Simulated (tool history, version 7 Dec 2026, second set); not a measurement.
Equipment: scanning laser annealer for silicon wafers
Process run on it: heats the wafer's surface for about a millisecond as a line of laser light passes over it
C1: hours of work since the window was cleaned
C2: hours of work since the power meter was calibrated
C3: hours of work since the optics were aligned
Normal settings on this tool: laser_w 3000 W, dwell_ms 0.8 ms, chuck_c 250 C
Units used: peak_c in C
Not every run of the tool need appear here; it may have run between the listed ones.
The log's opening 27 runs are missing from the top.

run 28 hour=1010.1 | laser_w=3011 dwell_ms=0.875 chuck_c=250 | C1=637 C2=1883 C3=1191 | peak_c=1056
run 29 hour=1034.8 | laser_w=3007 dwell_ms=0.95 chuck_c=250 | C1=653 C2=1899 C3=1207 | peak_c=1080
run 30 hour=1055.8 | laser_w=3007 dwell_ms=0.95 chuck_c=250 | C1=666 C2=1912 C3=1220 | peak_c=1079
run 31 hour=1106.8 | laser_w=3007 dwell_ms=0.95 chuck_c=250 | C1=698 C2=1944 C3=1252 | peak_c=1079
run 32 hour=1147.8 | laser_w=3026 dwell_ms=0.906 chuck_c=250 | C1=724 C2=1970 C3=1278 | peak_c=1067
run 33 hour=1174.9 | laser_w=2998 dwell_ms=0.721 chuck_c=250 | C1=741 C2=1987 C3=1295 | peak_c=981
run 34 hour=1212.1 | laser_w=3222 dwell_ms=0.75 chuck_c=220 | C1=765 C2=2011 C3=1319 | peak_c=1016
-- hour=1256 window over the wafer cleaned
run 35 hour=1264.5 | laser_w=2950 dwell_ms=0.713 chuck_c=250 | C1=5 C2=2043 C3=1350 | peak_c=998
run 36 hour=1298.4 | laser_w=2951 dwell_ms=0.753 chuck_c=210 | C1=27 C2=2064 C3=1372 | peak_c=972
run 37 hour=1342.7 | laser_w=2951 dwell_ms=0.753 chuck_c=210 | C1=55 C2=2092 C3=1400 | peak_c=973
run 38 hour=1367.8 | laser_w=2951 dwell_ms=0.753 chuck_c=210 | C1=71 C2=2108 C3=1416 | peak_c=972
run 39 hour=1397.1 | laser_w=3040 dwell_ms=0.615 chuck_c=251 | C1=89 C2=2126 C3=1434 | peak_c=969

Forecast run 40:
run 40 hour=1439.6 | laser_w=3217 dwell_ms=0.675 chuck_c=252 | C1=116 C2=2153 C3=1461 | peak_c=?

For run 40 the tool returned peak_c 1038 C.
With the hidden condition absent and the run-to-run variation left alone, this run would have shown peak_c 1056 C.
